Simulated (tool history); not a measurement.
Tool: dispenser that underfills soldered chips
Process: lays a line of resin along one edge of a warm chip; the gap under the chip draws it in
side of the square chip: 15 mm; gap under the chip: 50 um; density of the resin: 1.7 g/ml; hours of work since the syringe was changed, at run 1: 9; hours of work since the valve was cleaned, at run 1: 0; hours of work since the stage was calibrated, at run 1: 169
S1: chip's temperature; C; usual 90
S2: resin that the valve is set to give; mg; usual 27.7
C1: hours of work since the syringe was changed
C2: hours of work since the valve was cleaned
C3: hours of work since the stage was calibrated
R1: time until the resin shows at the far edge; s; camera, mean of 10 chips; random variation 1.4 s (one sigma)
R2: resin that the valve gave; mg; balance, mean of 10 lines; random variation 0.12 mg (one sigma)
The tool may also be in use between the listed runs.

run  hour  S1    S2  C1  C2   C3     R1     R2
  1     0  90  27.7   9   0  169  295.2  27.61
      1.4  -- new syringe of resin
  2   3.8  90  27.7   2   2  171  168.1  27.51
  3   9.2  90  27.7   5   6  175    227  27.41
  4  14.9  90  27.7   9  10  178  314.1  27.59
     15.6  -- new syringe of resin
  5  19.3  90  27.7   2  13  181  178.6   27.5
  6  23.9  88  27.7   6  16  184  241.9  27.52
  7  27.8  88  27.7   8  18  187  308.1  27.15
     29.7  -- new syringe of resin
  8    34  76  28.6   3  22  191  282.3  28.38
  9  36.9  82  34.9   5  24  193  272.8   34.4
 10  43.3  78  30.2   9  29  197  444.5  29.49

3 ways to go on from here, each from the tool as it stands after run 10. What would each give?
     44.1  -- new syringe of resin
  A  49.6  83    30   4  33  201   ?   ?
     44.1  -- new syringe of resin
  B  49.6  78  25.5   4  33  201   ?   ?
     44.1  -- new syringe of resin
  C  49.6  76  30.2   4  33  201   ?   ?

run     R1     R2
  A  243.7  29.24
  B  297.1  24.71
  C    300  29.35
Without the tool's hidden state the same runs would have given:
run     R1     R2
  A  170.5  30.07
  B  206.8  25.41
  C  209.8  30.17

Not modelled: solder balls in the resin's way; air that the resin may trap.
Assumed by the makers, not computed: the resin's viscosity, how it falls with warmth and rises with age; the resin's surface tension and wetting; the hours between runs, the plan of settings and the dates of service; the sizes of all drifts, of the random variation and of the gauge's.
